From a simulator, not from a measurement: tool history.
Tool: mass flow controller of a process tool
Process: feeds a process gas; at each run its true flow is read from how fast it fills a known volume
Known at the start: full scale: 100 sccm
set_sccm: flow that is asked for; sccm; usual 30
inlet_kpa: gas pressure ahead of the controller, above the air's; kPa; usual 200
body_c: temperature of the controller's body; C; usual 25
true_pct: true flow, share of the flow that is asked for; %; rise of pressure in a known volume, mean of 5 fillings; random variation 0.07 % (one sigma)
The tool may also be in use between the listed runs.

{"run": 1, "hour": 0.0, "set_sccm": 30, "inlet_kpa": 200, "body_c": 25, "true_pct": 96.68}
{"run": 2, "hour": 263.7, "set_sccm": 34, "inlet_kpa": 200, "body_c": 25, "true_pct": 96.89}
{"run": 3, "hour": 574.9, "set_sccm": 30, "inlet_kpa": 150, "body_c": 25, "true_pct": 96.81}
{"run": 4, "hour": 778.6, "set_sccm": 30, "inlet_kpa": 150, "body_c": 25, "true_pct": 96.76}
{"run": 5, "hour": 1028.2, "set_sccm": 30, "inlet_kpa": 200, "body_c": 25, "true_pct": 96.55}
{"run": 6, "hour": 1176.2, "set_sccm": 30, "inlet_kpa": 200, "body_c": 25, "true_pct": 96.37}
{"run": 7, "hour": 1431.2, "set_sccm": 30, "inlet_kpa": 200, "body_c": 25, "true_pct": 96.29}
{"run": 8, "hour": 1584.5, "set_sccm": 30, "inlet_kpa": 200, "body_c": 25, "true_pct": 96.37}
{"run": 9, "hour": 1875.9, "set_sccm": 30, "inlet_kpa": 200, "body_c": 25, "true_pct": 96.09}
{"run": 10, "hour": 2101.4, "set_sccm": 30, "inlet_kpa": 200, "body_c": 25, "true_pct": 96.14}
{"run": 11, "hour": 2255.3, "set_sccm": 30, "inlet_kpa": 200, "body_c": 25, "true_pct": 96.16}
{"run": 12, "hour": 2389.5, "set_sccm": 30, "inlet_kpa": 200, "body_c": 25, "true_pct": 96.21}
{"run": 13, "hour": 2655.3, "set_sccm": 73, "inlet_kpa": 200, "body_c": 25, "true_pct": 97.84}
{"run": 14, "hour": 2902.8, "set_sccm": 73, "inlet_kpa": 200, "body_c": 25, "true_pct": 97.86}
{"run": 15, "hour": 3124.0, "set_sccm": 13, "inlet_kpa": 200, "body_c": 25, "true_pct": 93.57}
{"run": 16, "hour": 3253.1, "set_sccm": 13, "inlet_kpa": 200, "body_c": 25, "true_pct": 93.55}
{"run": 17, "hour": 3439.2, "set_sccm": 13, "inlet_kpa": 200, "body_c": 25, "true_pct": 93.24}
{"run": 18, "hour": 3710.6, "set_sccm": 13, "inlet_kpa": 200, "body_c": 25, "true_pct": 93.27}
{"run": 19, "hour": 3978.5, "set_sccm": 13, "inlet_kpa": 200, "body_c": 25, "true_pct": 93.16}
{"hour": 4008.4, "done": "controller's zero set anew"}
{"run": 20, "hour": 4163.5, "set_sccm": 13, "inlet_kpa": 200, "body_c": 25, "true_pct": 91.65}
{"run": 21, "hour": 4425.4, "set_sccm": 30, "inlet_kpa": 164, "body_c": 25, "true_pct": 95.03}
{"run": 22, "hour": 4552.3, "set_sccm": 30, "inlet_kpa": 164, "body_c": 25, "true_pct": 95.22}
{"run": 23, "hour": 4713.0, "set_sccm": 30, "inlet_kpa": 164, "body_c": 25, "true_pct": 94.98}
{"run": 24, "hour": 4936.8, "set_sccm": 43, "inlet_kpa": 200, "body_c": 25, "true_pct": 95.81}
{"run": 25, "hour": 5249.4, "set_sccm": 30, "inlet_kpa": 200, "body_c": 25, "true_pct": 94.89}
{"run": 26, "hour": 5379.4, "set_sccm": 94, "inlet_kpa": 268, "body_c": 21, "true_pct": 97.35}
{"run": 27, "hour": 5597.7, "set_sccm": 10, "inlet_kpa": 200, "body_c": 26, "true_pct": 89.38}
{"hour": 5763.5, "done": "controller's zero set anew, once more"}
{"run": 28, "hour": 5805.2, "set_sccm": 86, "inlet_kpa": 232, "body_c": 25, "true_pct": 98.21}
{"run": 29, "hour": 6048.0, "set_sccm": 41, "inlet_kpa": 200, "body_c": 29, "true_pct": 97.45}
{"run": 30, "hour": 6208.4, "set_sccm": 15, "inlet_kpa": 144, "body_c": 30, "true_pct": 96.95}
{"run": 31, "hour": 6442.4, "set_sccm": 72, "inlet_kpa": 200, "body_c": 25, "true_pct": 97.93}
{"run": 32, "hour": 6721.8, "set_sccm": 72, "inlet_kpa": 200, "body_c": 25, "true_pct": 97.8}
{"run": 33, "hour": 6990.3, "set_sccm": 55, "inlet_kpa": 195, "body_c": 25, "true_pct": 97.5}
{"run": 34, "hour": 7181.9, "set_sccm": 55, "inlet_kpa": 195, "body_c": 25, "true_pct": 97.36}
{"run": 35, "hour": 7345.7, "set_sccm": 30, "inlet_kpa": 182, "body_c": 25, "true_pct": 96.89}
{"run": 36, "hour": 7661.5, "set_sccm": 30, "inlet_kpa": 182, "body_c": 25, "true_pct": 96.59}
{"run": 37, "hour": 7797.7, "set_sccm": 30, "inlet_kpa": 275, "body_c": 28, "true_pct": 96.17}
{"run": 38, "hour": 8065.1, "set_sccm": 19, "inlet_kpa": 198, "body_c": 21, "true_pct": 95.87}
{"run": 39, "hour": 8379.1, "set_sccm": 28, "inlet_kpa": 200, "body_c": 27, "true_pct": 96.32}
{"run": 40, "hour": 8557.1, "set_sccm": 11, "inlet_kpa": 200, "body_c": 22, "true_pct": 95.11}
{"run": 41, "hour": 8794.7, "set_sccm": 11, "inlet_kpa": 269, "body_c": 22, "true_pct": 94.46}
{"run": 42, "hour": 9107.0, "set_sccm": 86, "inlet_kpa": 200, "body_c": 24, "true_pct": 97.83}
{"run": 43, "hour": 9315.1, "set_sccm": 30, "inlet_kpa": 166, "body_c": 25, "true_pct": 96.34}
{"run": 44, "hour": 9624.0, "set_sccm": 16, "inlet_kpa": 207, "body_c": 28, "true_pct": 95.21}
{"run": 45, "hour": 9791.6, "set_sccm": 38, "inlet_kpa": 207, "body_c": 28, "true_pct": 96.39}
{"run": 46, "hour": 10090.9, "set_sccm": 38, "inlet_kpa": 253, "body_c": 28, "true_pct": 96.0}
{"run": 47, "hour": 10324.6, "set_sccm": 18, "inlet_kpa": 200, "body_c": 21, "true_pct": 95.17}
{"run": 48, "hour": 10480.3, "set_sccm": 20, "inlet_kpa": 149, "body_c": 27, "true_pct": 95.6}
{"run": 49, "hour": 10753.9, "set_sccm": 12, "inlet_kpa": 182, "body_c": 28, "true_pct": 94.59}

Forecast each of these 3 alternatives for the next run:
{"run": "A", "hour": 10909.6, "set_sccm": 82, "inlet_kpa": 245, "body_c": 22, "true_pct": "?"}
{"run": "B", "hour": 10909.6, "set_sccm": 21, "inlet_kpa": 274, "body_c": 22, "true_pct": "?"}
{"run": "C", "hour": 10909.6, "set_sccm": 84, "inlet_kpa": 142, "body_c": 25, "true_pct": "?"}

run=A true_pct=97.19
run=B true_pct=94.66
run=C true_pct=97.86
Without the tool's hidden state the same runs would have given:
run=A true_pct=99.27
run=B true_pct=97.56
run=C true_pct=99.93
